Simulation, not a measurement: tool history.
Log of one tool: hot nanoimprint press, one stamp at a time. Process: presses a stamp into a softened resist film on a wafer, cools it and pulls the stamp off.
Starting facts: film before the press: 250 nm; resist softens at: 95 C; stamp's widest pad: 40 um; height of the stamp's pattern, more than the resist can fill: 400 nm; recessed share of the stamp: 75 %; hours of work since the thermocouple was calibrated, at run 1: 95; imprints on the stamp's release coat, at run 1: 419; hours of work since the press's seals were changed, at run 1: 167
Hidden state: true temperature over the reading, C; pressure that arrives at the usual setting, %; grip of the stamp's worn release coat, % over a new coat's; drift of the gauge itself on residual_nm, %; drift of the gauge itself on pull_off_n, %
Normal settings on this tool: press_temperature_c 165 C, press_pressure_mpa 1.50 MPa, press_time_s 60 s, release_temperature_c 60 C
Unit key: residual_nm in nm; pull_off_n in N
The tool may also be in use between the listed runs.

run	hour	press_temperature_c	press_pressure_mpa	press_time_s	release_temperature_c	hours of work since the thermocouple was calibrated	imprints on the stamp's release coat	hours of work since the press's seals were changed	residual_nm	pull_off_n
1	0.0	165	1.50	60	60	95	419	167	111.7	252
2	35.4	165	1.50	60	60	113	499	185	112.9	253
3	76.0	165	1.50	60	60	133	590	205	113.3	275
4	116.6	165	1.50	60	60	154	681	226	114.1	274
5	161.5	165	1.50	60	60	177	781	249	112.7	279
6	212.5	165	1.50	60	60	203	896	275	113.9	297
7	255.5	165	1.50	60	60	225	992	296	114.1	292
8	284.1	165	0.94	60	60	239	1056	311	144.2	309
9	325.7	165	0.94	60	60	260	1149	332	143.1	312
# hour 348.0: stamp cleaned and given a new release coat
10	382.1	165	0.94	60	60	286	76	358	142.1	234
11	414.9	165	1.50	60	60	302	150	374	115.5	245
# hour 422.4: plate thermocouple calibrated
12	451.0	164	1.50	32	60	14	224	391	149.2	240
13	488.6	171	1.21	93	58	34	308	410	86.5	261
14	539.6	171	1.21	93	58	59	422	436	85.7	267
15	569.1	158	1.60	60	60	74	488	451	153.0	270
16	616.0	162	1.50	59	48	98	594	475	132.3	336
17	641.6	159	1.50	90	49	111	651	488	133.4	337
18	691.5	165	0.97	41	63	137	763	513	160.0	271
19	721.0	157	2.06	32	47	152	829	528	172.6	341
# hour 743.5: plate thermocouple calibrated, once more
20	779.3	157	2.06	32	47	18	953	556	161.2	351
21	828.5	157	2.06	32	47	43	1063	581	161.8	367

For each entry between runs, how does the tool's hidden state at the last listed run before it compare with that at the first listed run after it?
Logged between run 9 and run 10: stamp cleaned and given a new release coat (hour 348.0)
  true temperature over the reading, C: -0.76 -> -0.85; pressure that arrives at the usual setting, %: 98.68 -> 98.61; grip of the stamp's worn release coat, % over a new coat's: 33 -> 2.1
  the result without the hidden state subtracted from the measured one, residual_nm: +4.6 -> +5.0 nm; pull_off_n: +80 -> +8 N
Logged between run 11 and run 12: plate thermocouple calibrated (hour 422.4)
  true temperature over the reading, C: -0.9 -> -1.08; pressure that arrives at the usual setting, %: 98.56 -> 98.51; grip of the stamp's worn release coat, % over a new coat's: 4.1 -> 6.2
  the result without the hidden state subtracted from the measured one, residual_nm: +5.2 -> +6.8 nm; pull_off_n: +14 -> +18 N
Logged between run 19 and run 20: plate thermocouple calibrated, once more (hour 743.5)
  true temperature over the reading, C: -1.49 -> 0.22; pressure that arrives at the usual setting, %: 98.12 -> 98.04; grip of the stamp's worn release coat, % over a new coat's: 23.5 -> 27.1
  the result without the hidden state subtracted from the measured one, residual_nm: +10.4 -> +0.3 nm; pull_off_n: +70 -> +74 N

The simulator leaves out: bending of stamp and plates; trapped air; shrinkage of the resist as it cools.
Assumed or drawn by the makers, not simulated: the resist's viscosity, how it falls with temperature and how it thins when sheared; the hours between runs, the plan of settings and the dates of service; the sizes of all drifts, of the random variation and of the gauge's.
